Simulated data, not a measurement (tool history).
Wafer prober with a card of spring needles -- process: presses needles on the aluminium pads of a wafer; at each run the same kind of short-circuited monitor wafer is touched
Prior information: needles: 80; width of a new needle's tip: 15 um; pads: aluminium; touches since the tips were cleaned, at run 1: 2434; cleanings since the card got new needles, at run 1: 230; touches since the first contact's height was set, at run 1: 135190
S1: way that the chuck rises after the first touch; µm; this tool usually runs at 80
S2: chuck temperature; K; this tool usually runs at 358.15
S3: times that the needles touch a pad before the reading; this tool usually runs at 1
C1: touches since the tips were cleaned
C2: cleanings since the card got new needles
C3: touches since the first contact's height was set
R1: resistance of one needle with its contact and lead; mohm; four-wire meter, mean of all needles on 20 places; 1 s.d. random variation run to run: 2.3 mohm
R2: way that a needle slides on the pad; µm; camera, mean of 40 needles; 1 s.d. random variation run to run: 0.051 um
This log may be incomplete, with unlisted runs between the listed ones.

run,hour,S1,S2,S3,C1,C2,C3,R1,R2
1,0.0,80,358.15,1,2434,230,135190,378,20.82
# hour 7.1: tips cleaned on abrasive film
# hour 16.5: tips cleaned on abrasive film
# hour 23.9: height of the first contact set anew
# hour 28.6: tips cleaned on abrasive film
# hour 40.4: tips cleaned on abrasive film
# hour 49.9: tips cleaned on abrasive film
2,51.0,71,358.15,1,571,235,13847,329,18.41
# hour 60.5: tips cleaned on abrasive film
# hour 72.3: tips cleaned on abrasive film
# hour 84.1: tips cleaned on abrasive film
# hour 93.6: tips cleaned on abrasive film
3,100.6,80,358.15,1,3623,239,39194,405,20.74
# hour 103.6: tips cleaned on abrasive film
# hour 115.4: tips cleaned on abrasive film
# hour 124.8: tips cleaned on abrasive film
# hour 136.6: tips cleaned on abrasive film
# hour 148.4: tips cleaned on abrasive film
# hour 160.2: tips cleaned on abrasive film
# hour 167.6: height of the first contact set anew, once more
# hour 170.6: tips cleaned on abrasive film
4,170.6,80,363.15,1,0,246,1530,275,21.07
# hour 182.4: tips cleaned on abrasive film
# hour 191.9: tips cleaned on abrasive film
# hour 203.7: tips cleaned on abrasive film
# hour 215.5: tips cleaned on abrasive film
5,224.2,80,363.15,1,4483,250,28944,420,21.05
# hour 226.7: tips cleaned on abrasive film
# hour 236.1: tips cleaned on abrasive film
# hour 245.6: tips cleaned on abrasive film
# hour 257.4: tips cleaned on abrasive film
# hour 266.9: tips cleaned on abrasive film
# hour 276.3: tips cleaned on abrasive film
6,276.4,80,363.15,1,54,256,55550,276,21.02
# hour 285.9: tips cleaned on abrasive film
# hour 297.7: tips cleaned on abrasive film
# hour 309.5: tips cleaned on abrasive film
# hour 319.0: tips cleaned on abrasive film
# hour 330.8: tips cleaned on abrasive film
7,338.7,80,363.15,1,4094,261,87394,421,20.86
# hour 341.2: tips cleaned on abrasive film
# hour 353.0: tips cleaned on abrasive film
# hour 364.8: tips cleaned on abrasive film
# hour 376.6: tips cleaned on abrasive film
# hour 386.0: tips cleaned on abrasive film
# hour 397.9: tips cleaned on abrasive film
8,403.0,80,363.15,1,2637,267,120205,393,20.83
# hour 407.7: tips cleaned on abrasive film
# hour 419.6: tips cleaned on abrasive film
# hour 431.4: tips cleaned on abrasive film
# hour 440.8: tips cleaned on abrasive film
# hour 452.2: tips cleaned on abrasive film
9,452.2,80,363.15,1,0,272,145340,280,20.82
# hour 457.2: height of the first contact set anew
# hour 464.3: tips cleaned on abrasive film
# hour 473.8: tips cleaned on abrasive film
# hour 485.6: tips cleaned on abrasive film
# hour 495.1: tips cleaned on abrasive film
10,495.1,80,363.15,1,0,276,19338,280,21.09
# hour 506.9: tips cleaned on abrasive film
# hour 518.7: tips cleaned on abrasive film
# hour 528.2: tips cleaned on abrasive film
# hour 540.0: tips cleaned on abrasive film
11,541.3,80,363.15,1,687,280,42942,313,21.11
# hour 550.8: tips cleaned on abrasive film
# hour 560.3: tips cleaned on abrasive film
# hour 569.7: tips cleaned on abrasive film
# hour 581.5: tips cleaned on abrasive film
# hour 593.3: tips cleaned on abrasive film
# hour 602.8: tips cleaned on abrasive film
12,605.2,80,358.15,1,1231,286,75553,328,20.92
# hour 612.3: tips cleaned on abrasive film
# hour 624.1: tips cleaned on abrasive film
# hour 635.9: tips cleaned on abrasive film
# hour 645.4: tips cleaned on abrasive film
# hour 657.2: tips cleaned on abrasive film
13,659.4,65,358.15,1,1121,291,103227,394,16.91
# hour 668.8: tips cleaned on abrasive film
# hour 680.6: tips cleaned on abrasive film
# hour 690.1: tips cleaned on abrasive film
# hour 701.9: tips cleaned on abrasive film
# hour 713.7: tips cleaned on abrasive film
# hour 725.5: tips cleaned on abrasive film
14,729.3,65,358.15,1,1937,297,138957,439,16.76
# hour 736.4: tips cleaned on abrasive film
# hour 745.9: tips cleaned on abrasive film
# hour 746.2: height of the first contact set anew
# hour 758.0: tips cleaned on abrasive film
# hour 767.4: tips cleaned on abrasive film
# hour 779.3: tips cleaned on abrasive film
15,785.4,76,336.15,2,3162,302,20058,357,20.03
# hour 790.2: tips cleaned on abrasive film
# hour 802.0: tips cleaned on abrasive film
# hour 813.8: tips cleaned on abrasive film
# hour 825.6: tips cleaned on abrasive film
# hour 835.1: tips cleaned on abrasive film
16,835.6,76,336.15,2,276,307,45679,277,19.93
# hour 845.1: tips cleaned on abrasive film
# hour 854.5: tips cleaned on abrasive film
# hour 866.3: tips cleaned on abrasive film
# hour 878.1: tips cleaned on abrasive film
# hour 887.6: tips cleaned on abrasive film
17,895.0,76,336.15,2,3805,312,76038,371,19.88
# hour 897.4: tips cleaned on abrasive film
# hour 909.2: tips cleaned on abrasive film
# hour 921.1: tips cleaned on abrasive film
# hour 932.9: tips cleaned on abrasive film
# hour 944.9: card fitted with new needles
# hour 956.7: tips cleaned on abrasive film
18,959.8,76,336.15,2,1613,1,7648,296,19.99
# hour 966.9: tips cleaned on abrasive film
# hour 976.4: tips cleaned on abrasive film
# hour 988.2: tips cleaned on abrasive film
# hour 1000.0: tips cleaned on abrasive film
# hour 1009.5: tips cleaned on abrasive film
# hour 1021.3: tips cleaned on abrasive film
19,1029.3,61,323.15,2,4130,7,43155,367,16.04
# hour 1031.7: tips cleaned on abrasive film
# hour 1043.5: tips cleaned on abrasive film
# hour 1055.3: tips cleaned on abrasive film
20,1061.5,80,302.15,1,3194,10,59626,355,20.99
# hour 1066.3: tips cleaned on abrasive film
# hour 1075.8: tips cleaned on abrasive film
# hour 1087.6: tips cleaned on abrasive film
# hour 1097.1: tips cleaned on abrasive film
# hour 1108.9: tips cleaned on abrasive film
21,1116.1,68,322.15,1,3723,15,87486,401,17.83
# hour 1118.5: tips cleaned on abrasive film
# hour 1128.0: tips cleaned on abrasive film
# hour 1139.8: tips cleaned on abrasive film
# hour 1151.6: tips cleaned on abrasive film
# hour 1163.4: tips cleaned on abrasive film
# hour 1175.2: tips cleaned on abrasive film
22,1177.4,80,321.15,1,1134,21,118799,307,20.78
# hour 1186.9: tips cleaned on abrasive film
# hour 1198.7: tips cleaned on abrasive film
# hour 1210.5: tips cleaned on abrasive film
# hour 1222.3: tips cleaned on abrasive film
# hour 1231.8: tips cleaned on abrasive film
# hour 1234.4: height of the first contact set anew
23,1236.9,84,385.15,2,2479,26,1273,305,22.20

3 ways to go on from here, each from the tool as it stands after run 23. What would each give?
# hour 1241.7: tips cleaned on abrasive film
# hour 1253.5: tips cleaned on abrasive film
# hour 1262.9: tips cleaned on abrasive film
# hour 1274.8: tips cleaned on abrasive film
# hour 1286.6: tips cleaned on abrasive film
A,1295.7,84,343.15,2,4707,31,31324,?,?
# hour 1241.7: tips cleaned on abrasive film
# hour 1253.5: tips cleaned on abrasive film
# hour 1262.9: tips cleaned on abrasive film
# hour 1274.8: tips cleaned on abrasive film
# hour 1286.6: tips cleaned on abrasive film
B,1295.7,80,343.15,2,4707,31,31324,?,?
# hour 1241.7: tips cleaned on abrasive film
# hour 1253.5: tips cleaned on abrasive film
# hour 1262.9: tips cleaned on abrasive film
# hour 1274.8: tips cleaned on abrasive film
# hour 1286.6: tips cleaned on abrasive film
C,1295.7,84,385.15,1,4707,31,31324,?,?

run,R1,R2
A,316,22.16
B,323,21.12
C,368,22.09
The same runs, with their run-to-run variation unchanged, on a tool lacking any hidden condition would have given:
run,R1,R2
A,248,22.22
B,249,21.18
C,261,22.15
